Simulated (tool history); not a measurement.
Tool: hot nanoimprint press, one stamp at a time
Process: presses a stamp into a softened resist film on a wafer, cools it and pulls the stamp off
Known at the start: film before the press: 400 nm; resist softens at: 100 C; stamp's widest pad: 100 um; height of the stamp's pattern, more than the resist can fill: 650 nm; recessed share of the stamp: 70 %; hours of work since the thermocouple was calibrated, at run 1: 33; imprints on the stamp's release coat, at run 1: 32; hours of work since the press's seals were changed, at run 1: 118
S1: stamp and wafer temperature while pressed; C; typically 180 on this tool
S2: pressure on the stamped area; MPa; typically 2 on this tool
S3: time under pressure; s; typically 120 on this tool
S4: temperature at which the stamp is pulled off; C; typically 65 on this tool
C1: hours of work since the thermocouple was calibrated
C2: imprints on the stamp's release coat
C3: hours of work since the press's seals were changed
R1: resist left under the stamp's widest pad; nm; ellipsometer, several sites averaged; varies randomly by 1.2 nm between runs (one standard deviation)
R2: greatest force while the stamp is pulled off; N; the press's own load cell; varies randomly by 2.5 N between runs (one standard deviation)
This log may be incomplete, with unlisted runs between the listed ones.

run,hour,S1,S2,S3,S4,C1,C2,C3,R1,R2
1,0,180,2,120,65,33,32,118,184.8,116
2,62.2,170,2,120,65,77,375,162,280.1,126
3,88.2,170,2,120,65,95,518,181,276.8,132
4,128.8,170,2,120,65,124,742,209,281.3,131
# hour 164.5: stamp cleaned and given a new release coat
5,178.2,170,1.75,120,65,154,75,240,292,112
6,223.7,180,2,120,65,186,326,272,191.5,130
7,277.4,180,1.7,120,65,224,623,310,204,129
8,313.1,180,1.7,120,65,249,819,335,206.2,137
# hour 335.3: stamp cleaned and given a new release coat
9,361.8,180,1.7,120,65,279,147,365,208.4,124
10,401.5,180,1.7,120,65,307,366,393,207.5,125
11,446.1,180,1.7,120,65,339,612,425,211.5,136
12,479.8,180,2,115,65,363,798,448,202.6,144
# hour 506.8: stamp cleaned and given a new release coat
13,528.5,180,2.46,120,65,393,120,478,186.4,118
# hour 535.1: plate thermocouple calibrated
14,569.2,180,2.46,120,65,24,328,505,168.2,125
# hour 637.9: press's hydraulic seals changed and the load cell set to zero
15,639.7,180,2,120,65,68,672,1,182.6,130
# hour 686.1: stamp cleaned and given a new release coat
16,696.6,180,1.99,125,57,104,58,37,181.5,129
17,746.2,177,2.87,113,67,139,332,72,188,123
18,788.8,180,1.22,120,65,169,567,102,226,135
# hour 854.8: stamp cleaned and given a new release coat
19,854.8,180,1.22,120,65,211,0,144,229.5,112
20,893.1,182,2,230,65,238,211,171,131.2,120
21,951.1,187,2,77,65,279,531,212,170.2,131
22,1010.9,187,2,77,65,321,861,255,171.3,141
# hour 1024.9: stamp cleaned and given a new release coat
23,1067.5,187,2.24,77,65,357,235,290,164.6,122
24,1118.6,187,2.24,77,65,393,517,326,165.5,131
# hour 1125.5: plate thermocouple calibrated
25,1168.3,180,2.13,66,65,30,774,359,229.1,132
# hour 1198.2: stamp cleaned and given a new release coat
26,1206.7,180,2.13,66,65,53,47,382,229.4,119
27,1242.1,182,2.13,101,65,78,242,407,182.2,127
28,1287.4,182,2.13,101,65,110,491,439,182.2,130
29,1334.7,177,2.69,218,73,143,752,472,157.7,125

Here are 3 independent what-if runs from the current tool condition. What would each one return?
# hour 1367.1: stamp cleaned and given a new release coat
A,1390.7,177,1.27,218,73,179,130,508,?,?
# hour 1367.1: stamp cleaned and given a new release coat
B,1390.7,181,2.69,118,52,179,130,508,?,?
# hour 1367.1: stamp cleaned and given a new release coat
C,1390.7,177,2.49,218,65,179,130,508,?,?

run,R1,R2
A,208.5,106
B,166.2,135
C,163.1,120
Stripped of hidden state, with their random variation kept, the same runs would have yielded:
run,R1,R2
A,198,101
B,154.9,129
C,151.9,115
